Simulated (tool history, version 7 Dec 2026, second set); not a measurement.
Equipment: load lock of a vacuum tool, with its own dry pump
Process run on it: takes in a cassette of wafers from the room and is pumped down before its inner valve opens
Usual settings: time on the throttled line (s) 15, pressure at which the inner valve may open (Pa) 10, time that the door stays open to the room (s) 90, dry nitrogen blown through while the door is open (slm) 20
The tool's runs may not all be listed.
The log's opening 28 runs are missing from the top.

run,hour,time on the throttled line (s),pressure at which the inner valve may open (Pa),time that the door stays open to the room (s),dry nitrogen blown through while the door is open (slm),"incoming humidity of the room's air, %",time from the closed door until the inner valve may open (s),rise of the pressure with all valves shut (Pa/min)
29,6924.7,12,14,86,19,46.2,33.3,0.175
30,7123.2,12,14,86,19,45.1,33.4,0.194
31,7373.3,15,8,54,20,47.9,37.3,0.176
32,7550.6,15,8,54,20,44.4,37.0,0.188
33,7710.1,15,8,54,20,47.5,37.4,0.201
34,7885.7,15,8,54,20,46.2,37.9,0.205
35,8129.7,15,8,54,20,44.2,37.3,0.205
36,8272.9,15,8,54,20,50.6,38.4,0.226
37,8604.9,19,9,88,18,46.4,40.1,0.251

Here are 4 independent what-if runs from the current tool condition. What would each one return?
A,8839.6,9,14,90,30,43.2,?,?
B,8839.6,10,9,90,20,46.1,?,?
C,8839.6,21,10,90,20,42.9,?,?
D,8839.6,19,7,88,18,41.1,?,?

run,time from the closed door until the inner valve may open (s),rise of the pressure with all valves shut (Pa/min)
A,32.6,0.251
B,33.8,0.262
C,41.7,0.267
D,41.0,0.257
Without the tool's hidden state the same runs would have given:
run,time from the closed door until the inner valve may open (s),rise of the pressure with all valves shut (Pa/min)
A,30.5,0.042
B,31.5,0.052
C,39.7,0.054
D,39.0,0.047
